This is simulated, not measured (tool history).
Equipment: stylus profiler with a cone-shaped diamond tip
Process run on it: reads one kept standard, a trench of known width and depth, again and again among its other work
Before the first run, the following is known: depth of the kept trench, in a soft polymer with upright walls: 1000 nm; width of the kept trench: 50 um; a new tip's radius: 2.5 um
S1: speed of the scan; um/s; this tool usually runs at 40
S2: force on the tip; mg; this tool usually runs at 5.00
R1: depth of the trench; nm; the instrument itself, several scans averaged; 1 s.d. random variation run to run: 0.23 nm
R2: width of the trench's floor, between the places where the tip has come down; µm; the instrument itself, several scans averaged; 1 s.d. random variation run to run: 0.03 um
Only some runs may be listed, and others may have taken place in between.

run   hour   S1     S2       R1     R2
  1    0.0   40   5.00  1024.82  45.45
  2   15.7   40   5.00  1025.05  45.39
  3   38.6   10   5.00  1025.02  45.54
  4   61.1   40   3.21  1018.94  45.38
  5   75.8   14   5.00  1025.17  45.42
  6  100.0   28   5.00  1025.15  45.42
  7  110.9   28   6.19  1028.47  45.36
  8  135.8   28   6.19  1028.78  45.39
  9  154.1  112   5.00  1025.12  45.14
 10  164.9  112   5.00  1024.90  45.23
 11  190.6   40   2.02  1014.65  45.21
 12  215.9  148   5.00  1025.43  45.07
 13  233.1  148   5.00  1025.61  45.03
 14  255.5  148   5.05  1025.40  45.06
 15  278.6  148   5.05  1025.98  45.05
 16  292.4  148   2.68  1017.08  44.87
 17  317.1  148   2.68  1017.74  44.90
 18  332.9  148   4.42  1024.24  44.95
 19  353.0   40   5.00  1025.76  45.20
 20  367.9   40   3.70  1021.93  45.15
 21  380.7   40   3.70  1021.46  45.12
 22  396.0   40   3.70  1021.46  45.09
 23  420.7   22   8.48  1036.21  45.18
 24  446.0   55   2.40  1016.88  44.98
 25  464.7   37   5.97  1028.79  45.17
 26  481.1   37   5.97  1029.26  45.06
 27  503.3   37   5.97  1029.35  45.10
 28  519.2   37   5.97  1029.61  45.04
 29  540.5   32   6.56  1031.42  45.03
 30  560.7   13   1.71  1014.43  45.02
 31  571.3   22  13.21  1048.13  45.03
 32  583.0  128   3.48  1021.57  44.79
 33  600.3  138   8.24  1036.29  44.81
 34  613.5  138   8.24  1036.36  44.91
 35  635.3   12   4.02  1023.63  44.95
 36  653.4   19   5.00  1026.92  44.96
 37  664.2   19   5.00  1026.58  45.02
 38  685.7  150  12.29  1046.23  44.79
 39  706.3  150  12.29  1046.19  44.81
 40  718.4  150  12.29  1046.23  44.79
 41  730.6   76   2.21  1017.01  44.73

Below, each run's measurement less what the same run would have read without the hidden state. Both values contain the same run-to-run variation, but the gauge's scatter may not be the same in both:
Unlogged tool condition in this case: radius of the tip, um; height scale over the true one, %; drift of the gauge itself on depth_nm, %; drift of the gauge itself on floor_um, %.
run     R1     R2
  1  +1.37  -0.49
  2  +1.43  -0.50
  3  +1.49  -0.51
  4  +1.54  -0.53
  5  +1.60  -0.55
  6  +1.67  -0.56
  7  +1.71  -0.58
  8  +1.79  -0.60
  9  +1.84  -0.61
 10  +1.87  -0.62
 11  +1.93  -0.64
 12  +2.03  -0.66
 13  +2.08  -0.67
 14  +2.14  -0.68
 15  +2.22  -0.70
 16  +2.24  -0.71
 17  +2.31  -0.73
 18  +2.37  -0.75
 19  +2.44  -0.76
 20  +2.48  -0.77
 21  +2.51  -0.78
 22  +2.56  -0.79
 23  +2.67  -0.81
 24  +2.69  -0.83
 25  +2.77  -0.84
 26  +2.83  -0.86
 27  +2.90  -0.88
 28  +2.95  -0.88
 29  +3.02  -0.90
 30  +3.03  -0.91
 31  +3.16  -0.92
 32  +3.11  -0.93
 33  +3.21  -0.95
 34  +3.25  -0.96
 35  +3.27  -0.97
 36  +3.33  -0.98
 37  +3.37  -0.99
 38  +3.49  -1.01
 39  +3.55  -1.03
 40  +3.59  -1.03
 41  +3.52  -1.04
